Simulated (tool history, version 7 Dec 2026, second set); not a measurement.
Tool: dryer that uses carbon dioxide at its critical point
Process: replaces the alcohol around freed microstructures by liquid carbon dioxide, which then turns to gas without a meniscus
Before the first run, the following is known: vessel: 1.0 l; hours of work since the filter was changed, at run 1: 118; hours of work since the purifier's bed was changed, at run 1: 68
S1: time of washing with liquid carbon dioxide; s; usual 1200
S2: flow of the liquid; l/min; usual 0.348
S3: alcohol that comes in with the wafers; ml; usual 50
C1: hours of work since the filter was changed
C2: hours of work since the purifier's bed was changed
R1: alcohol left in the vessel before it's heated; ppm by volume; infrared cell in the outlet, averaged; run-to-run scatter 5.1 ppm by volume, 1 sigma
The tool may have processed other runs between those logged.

run 1 hour=0 | S1=1200 S2=0.348 S3=50 | C1=118 C2=68 | R1=115
run 2 hour=9.5 | S1=1200 S2=0.348 S3=50 | C1=125 C2=75 | R1=127
run 3 hour=19.9 | S1=1200 S2=0.348 S3=50 | C1=133 C2=83 | R1=135
run 4 hour=27.9 | S1=1200 S2=0.348 S3=50 | C1=140 C2=89 | R1=128
run 5 hour=34.9 | S1=1200 S2=0.348 S3=50 | C1=145 C2=95 | R1=128
run 6 hour=43.2 | S1=1200 S2=0.348 S3=80 | C1=151 C2=101 | R1=197
run 7 hour=54.6 | S1=1200 S2=0.348 S3=80 | C1=160 C2=110 | R1=206
run 8 hour=63.1 | S1=1680 S2=0.516 S3=75 | C1=167 C2=116 | R1=15
run 9 hour=71.5 | S1=1680 S2=0.516 S3=75 | C1=173 C2=123 | R1=17
run 10 hour=79.8 | S1=1680 S2=0.516 S3=75 | C1=180 C2=129 | R1=29
run 11 hour=85 | S1=1680 S2=0.295 S3=41 | C1=184 C2=133 | R1=61
run 12 hour=95 | S1=1680 S2=0.257 S3=41 | C1=192 C2=141 | R1=105

Hidden state or all else? Some run-to-run changes of R1, split into what the settings, what came in and random variation would give without the hidden state, and what is left for the hidden state (with any gauge scatter that isn't in both results):
The tool's hidden condition here consists of: flow that reaches the vessel past the clogged filter, %; alcohol in the recycled carbon dioxide, ppm; drift of the gauge itself on alcohol_ppm, %.
Run 7 -> 8: S1 1200 -> 1680, S2 0.348 -> 0.516, S3 80 -> 75. R1 -191 ppm by volume: hidden state -74, all else -117.

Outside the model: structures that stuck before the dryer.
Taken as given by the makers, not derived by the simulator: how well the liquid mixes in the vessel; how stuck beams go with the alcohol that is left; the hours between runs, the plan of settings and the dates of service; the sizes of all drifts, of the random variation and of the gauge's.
